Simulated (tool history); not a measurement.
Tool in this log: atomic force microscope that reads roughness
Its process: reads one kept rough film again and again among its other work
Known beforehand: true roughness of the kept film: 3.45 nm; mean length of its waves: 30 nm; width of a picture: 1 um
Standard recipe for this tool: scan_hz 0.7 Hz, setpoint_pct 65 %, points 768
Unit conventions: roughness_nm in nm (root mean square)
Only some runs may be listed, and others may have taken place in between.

run,hour,scan_hz,setpoint_pct,points,roughness_nm
1,0,0.7,65,768,2.871
2,40.9,0.7,65,768,2.36
3,66.9,1.024,65,768,2.131
# hour 91.8: new tip fitted
4,94.9,1.024,65,768,2.87
5,113.4,1.024,65,768,2.607
6,133.8,1.024,65,768,2.376
7,161.5,1.024,65,768,2.14
# hour 186.6: new tip fitted
8,200.4,0.7,65,768,2.729
9,239.1,3.498,65,768,2.131
10,260.7,3.498,65,768,1.98
# hour 280.2: new tip fitted
11,293.4,0.7,65,532,2.759
12,313.1,0.7,65,768,2.497
13,356.6,0.7,65,768,2.112
# hour 374: new tip fitted
14,378.8,0.7,65,768,2.831
15,399.1,3.538,65,768,2.344
16,439.5,3.018,64,768,2.058
# hour 469.3: new tip fitted
17,479.1,0.7,73,574,2.748
18,522,2.067,62,574,2.226
19,553.5,0.683,62,619,2.07
# hour 565.1: new tip fitted
20,595.4,0.683,62,503,2.558
21,637.5,2.187,57,503,2.126
# hour 660.2: new tip fitted
22,662.4,2.187,57,503,2.835
23,701,2.548,64,976,2.336
24,724.7,0.755,78,768,2.158
# hour 754.4: new tip fitted
25,766.5,0.755,78,768,2.699
26,797.6,0.755,78,281,2.344
27,826.3,0.755,78,281,2.122
# hour 847.3: new tip fitted
28,861.3,0.7,87,767,2.626
29,903.7,0.7,87,767,2.185

Branching from run 29: 3 alternative next runs. What would each branch give?
A,929.3,0.7,76,841,?
B,929.3,0.7,89,768,?
C,929.3,3.647,88,767,?

run,roughness_nm
A,2.046
B,1.967
C,1.571
With no hidden state in the tool, these same runs would have given:
run,roughness_nm
A,2.883
B,2.775
C,2.214

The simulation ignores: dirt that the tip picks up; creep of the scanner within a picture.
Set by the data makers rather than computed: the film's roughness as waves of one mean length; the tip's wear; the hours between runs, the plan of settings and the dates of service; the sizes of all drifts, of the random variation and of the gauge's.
